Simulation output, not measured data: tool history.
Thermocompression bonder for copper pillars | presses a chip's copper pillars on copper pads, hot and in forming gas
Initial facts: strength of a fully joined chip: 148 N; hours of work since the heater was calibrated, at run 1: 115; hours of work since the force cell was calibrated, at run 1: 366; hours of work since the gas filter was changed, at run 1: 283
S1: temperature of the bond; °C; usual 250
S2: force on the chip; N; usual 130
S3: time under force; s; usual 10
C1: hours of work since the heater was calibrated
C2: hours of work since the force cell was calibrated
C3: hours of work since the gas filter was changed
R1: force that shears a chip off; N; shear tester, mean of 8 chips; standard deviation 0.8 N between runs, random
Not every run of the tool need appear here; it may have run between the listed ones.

Run 1, hour 0.0: usual settings; C1 115; C2 366; C3 283. Result: R1 62.4 N.
Run 2, hour 27.9: usual settings; C1 133; C2 384; C3 300. Result: R1 63.5 N.
At hour 71.0: forming gas filter changed.
Run 3, hour 87.4: usual settings but S3 5 s; C1 170; C2 421; C3 10. Result: R1 47.2 N.
Run 4, hour 132.4: usual settings but S1 276 °C, S3 5 s; C1 199; C2 450; C3 39. Result: R1 67.8 N.
Run 5, hour 172.1: usual settings but S1 276 °C, S3 5 s; C1 224; C2 475; C3 64. Result: R1 65.3 N.
Run 6, hour 216.3: usual settings but S1 276 °C, S3 5 s; C1 252; C2 503; C3 92. Result: R1 67.4 N.
Run 7, hour 241.9: usual settings but S1 276 °C, S3 5 s; C1 269; C2 519; C3 108. Result: R1 66.1 N.
Run 8, hour 279.1: usual settings but S1 276 °C, S3 5 s; C1 292; C2 543; C3 132. Result: R1 65.2 N.
Run 9, hour 338.5: usual settings but S1 276 °C, S3 5 s; C1 330; C2 580; C3 170. Result: R1 67.3 N.
Run 10, hour 382.9: usual settings but S1 276 °C, S3 5 s; C1 358; C2 609; C3 198. Result: R1 65.2 N.
Run 11, hour 435.7: usual settings but S1 276 °C, S3 5 s; C1 391; C2 642; C3 231. Result: R1 68.0 N.
Run 12, hour 495.5: usual settings but S1 276 °C, S3 5 s; C1 429; C2 680; C3 269. Result: R1 66.2 N.
Run 13, hour 522.5: usual settings but S1 276 °C, S3 5 s; C1 446; C2 697; C3 286. Result: R1 66.4 N.
Run 14, hour 568.6: usual settings but S1 276 °C, S3 5 s; C1 476; C2 726; C3 316. Result: R1 66.5 N.
At hour 589.1: forming gas filter changed.
Run 15, hour 618.5: usual settings but S1 279 °C; C1 507; C2 758; C3 19. Result: R1 88.8 N.
Run 16, hour 649.6: usual settings but S1 279 °C; C1 527; C2 777; C3 38. Result: R1 87.0 N.
Run 17, hour 676.6: usual settings but S1 279 °C; C1 544; C2 795; C3 56. Result: R1 86.6 N.
Run 18, hour 735.0: usual settings but S1 279 °C; C1 581; C2 832; C3 93. Result: R1 85.1 N.
At hour 751.9: heater calibrated with a thermocouple chip.
Run 19, hour 780.9: usual settings but S2 149 N; C1 18; C2 859; C3 120. Result: R1 73.0 N.
Run 20, hour 809.5: usual settings but S3 14 s; C1 37; C2 878; C3 139. Result: R1 70.4 N.
Run 21, hour 860.7: usual settings but S2 166 N, S3 6 s; C1 69; C2 910; C3 171. Result: R1 67.8 N.
Run 22, hour 895.3: usual settings but S2 166 N, S3 6 s; C1 91; C2 932; C3 193. Result: R1 66.1 N.
Run 23, hour 921.5: usual settings but S1 259 °C, S2 137 N; C1 108; C2 949; C3 210. Result: R1 74.3 N.
At hour 979.4: force cell calibrated.
Run 24, hour 983.4: usual settings but S1 259 °C, S2 137 N; C1 146; C2 3; C3 248. Result: R1 74.3 N.
Run 25, hour 1045.9: usual settings but S1 259 °C, S2 137 N; C1 186; C2 42; C3 288. Result: R1 72.6 N.
Run 26, hour 1092.7: usual settings but S1 226 °C, S2 129 N, S3 9 s; C1 215; C2 72; C3 317. Result: R1 41.0 N.
At hour 1110.2: forming gas filter changed.
Run 27, hour 1130.0: usual settings but S1 226 °C, S2 129 N, S3 9 s; C1 239; C2 95; C3 13. Result: R1 40.1 N.
Run 28, hour 1193.2: usual settings but S1 226 °C, S2 129 N, S3 9 s; C1 279; C2 135; C3 53. Result: R1 42.2 N.
Run 29, hour 1239.0: usual settings but S1 226 °C, S2 129 N, S3 9 s; C1 308; C2 164; C3 82. Result: R1 41.2 N.
Run 30, hour 1298.6: usual settings but S1 258 °C, S3 23 s; C1 346; C2 202; C3 120. Result: R1 91.1 N.
Run 31, hour 1340.9: usual settings but S1 229 °C, S2 101 N, S3 23 s; C1 372; C2 229; C3 146. Result: R1 47.4 N.
Run 32, hour 1386.1: usual settings but S1 243 °C, S2 169 N, S3 6 s; C1 401; C2 258; C3 175. Result: R1 62.1 N.
Run 33, hour 1426.4: usual settings but S1 243 °C, S2 169 N, S3 6 s; C1 427; C2 283; C3 201. Result: R1 62.4 N.
Run 34, hour 1469.1: usual settings but S1 244 °C, S2 193 N, S3 12 s; C1 454; C2 310; C3 228. Result: R1 91.6 N.
Run 35, hour 1522.0: usual settings but S2 182 N, S3 14 s; C1 487; C2 344; C3 261. Result: R1 95.5 N.
Run 36, hour 1585.0: usual settings but S1 224 °C, S2 81 N; C1 527; C2 384; C3 301. Result: R1 22.2 N.
At hour 1628.6: forming gas filter changed.
Run 37, hour 1635.0: usual settings but S1 224 °C, S2 178 N, S3 9 s; C1 559; C2 415; C3 4. Result: R1 57.3 N.
Run 38, hour 1683.3: usual settings but S1 267 °C, S2 106 N, S3 12 s; C1 589; C2 446; C3 35. Result: R1 64.2 N.

Consider 4 possible next runs. They are alternatives, not a sequence: every one starts from the tool as it was left by run 38. What does each give?
At hour 1688.5: heater calibrated with a thermocouple chip.
Run A, hour 1728.2: usual settings but S1 262 °C, S2 97 N, S3 7 s; C1 25; C2 473; C3 62. Result: R1 ?.
At hour 1688.5: heater calibrated with a thermocouple chip.
Run B, hour 1728.2: usual settings but S1 267 °C, S2 108 N, S3 5 s; C1 25; C2 473; C3 62. Result: R1 ?.
At hour 1688.5: heater calibrated with a thermocouple chip.
Run C, hour 1728.2: usual settings but S3 15 s; C1 25; C2 473; C3 62. Result: R1 ?.
At hour 1688.5: heater calibrated with a thermocouple chip.
Run D, hour 1728.2: usual settings but S1 267 °C, S2 106 N, S3 5 s; C1 25; C2 473; C3 62. Result: R1 ?.

run    R1
  A  45.9
  B  47.3
  C  71.0
  D  47.3
Had the tool no hidden state, the same runs would have come out as:
run    R1
  A  46.1
  B  47.5
  C  71.3
  D  47.5
